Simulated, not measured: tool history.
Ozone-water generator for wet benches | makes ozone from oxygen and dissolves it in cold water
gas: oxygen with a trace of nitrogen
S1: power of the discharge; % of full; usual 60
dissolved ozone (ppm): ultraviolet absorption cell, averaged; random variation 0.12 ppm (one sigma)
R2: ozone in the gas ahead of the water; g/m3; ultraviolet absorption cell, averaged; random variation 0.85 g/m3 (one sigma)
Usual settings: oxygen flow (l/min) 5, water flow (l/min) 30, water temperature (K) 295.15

{"run": 1, "hour": 0.0, "S1": 60, "oxygen flow (l/min)": 5, "water flow (l/min)": 30, "water temperature (K)": 295.15, "dissolved ozone (ppm)": 10, "R2": 136.2}
{"run": 2, "hour": 24.9, "S1": 60, "oxygen flow (l/min)": 5, "water flow (l/min)": 30, "water temperature (K)": 295.15, "dissolved ozone (ppm)": 10.2, "R2": 137.3}
{"run": 3, "hour": 66.9, "S1": 60, "oxygen flow (l/min)": 5, "water flow (l/min)": 30, "water temperature (K)": 295.15, "dissolved ozone (ppm)": 10, "R2": 137.8}
{"run": 4, "hour": 109.1, "S1": 60, "oxygen flow (l/min)": 5, "water flow (l/min)": 30, "water temperature (K)": 295.15, "dissolved ozone (ppm)": 9.9, "R2": 136.8}
{"run": 5, "hour": 148.7, "S1": 60, "oxygen flow (l/min)": 5, "water flow (l/min)": 30, "water temperature (K)": 295.15, "dissolved ozone (ppm)": 10.3, "R2": 137.9}
{"run": 6, "hour": 183.1, "S1": 60, "oxygen flow (l/min)": 5, "water flow (l/min)": 30, "water temperature (K)": 295.15, "dissolved ozone (ppm)": 10.2, "R2": 137.3}
{"run": 7, "hour": 208.4, "S1": 60, "oxygen flow (l/min)": 5, "water flow (l/min)": 30, "water temperature (K)": 295.15, "dissolved ozone (ppm)": 9.8, "R2": 137.9}
{"run": 8, "hour": 231.5, "S1": 60, "oxygen flow (l/min)": 5, "water flow (l/min)": 30, "water temperature (K)": 295.15, "dissolved ozone (ppm)": 10.1, "R2": 138.4}

Forecast run 9:
{"run": 9, "hour": 255.5, "S1": 60, "oxygen flow (l/min)": 4.38, "water flow (l/min)": 30, "water temperature (K)": 290.15, "dissolved ozone (ppm)": "?", "R2": "?"}

Run 9 gave dissolved ozone (ppm) 10.2, R2 146.5 g/m3.
Without the tool's hidden state the same run would have given dissolved ozone (ppm) 10.8, R2 148 g/m3.
